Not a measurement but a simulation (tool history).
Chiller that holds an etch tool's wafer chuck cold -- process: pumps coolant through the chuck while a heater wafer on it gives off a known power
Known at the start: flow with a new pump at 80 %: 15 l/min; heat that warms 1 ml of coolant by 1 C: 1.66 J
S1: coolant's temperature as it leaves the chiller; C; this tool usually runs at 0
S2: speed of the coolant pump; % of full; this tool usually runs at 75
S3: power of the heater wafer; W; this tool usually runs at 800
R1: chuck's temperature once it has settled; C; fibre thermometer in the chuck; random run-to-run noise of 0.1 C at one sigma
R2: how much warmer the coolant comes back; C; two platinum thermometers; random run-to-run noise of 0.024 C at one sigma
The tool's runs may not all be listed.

run,hour,S1,S2,S3,R1,R2
1,0,0,75,800,7.1,2.08
2,21.3,0,75,800,7.2,2.1
3,57.9,0,75,800,7.3,2.12
4,90.3,0,75,800,7.2,2.15
5,122.5,3,75,800,10.5,2.12
6,157.3,-2,83,582,3,1.42
7,177.7,-3,78,800,4.1,2.03
8,210.2,-3,78,800,4,2.04
9,248.5,10,70,980,19.6,2.81
10,275.9,-5,75,591,0.5,1.56

Consider 3 possible next runs. They are alternatives, not a sequence: every one starts from the tool as it was left by run 10. What does each give?
A,294.5,0,70,800,?,?
B,294.5,0,86,600,?,?
C,294.5,-2,63,610,?,?

run,R1,R2
A,7.9,2.24
B,5.3,1.38
C,4.6,1.87
Had the tool no hidden state, the same runs would have come out as:
run,R1,R2
A,7.4,2.17
B,4.9,1.34
C,4.1,1.82
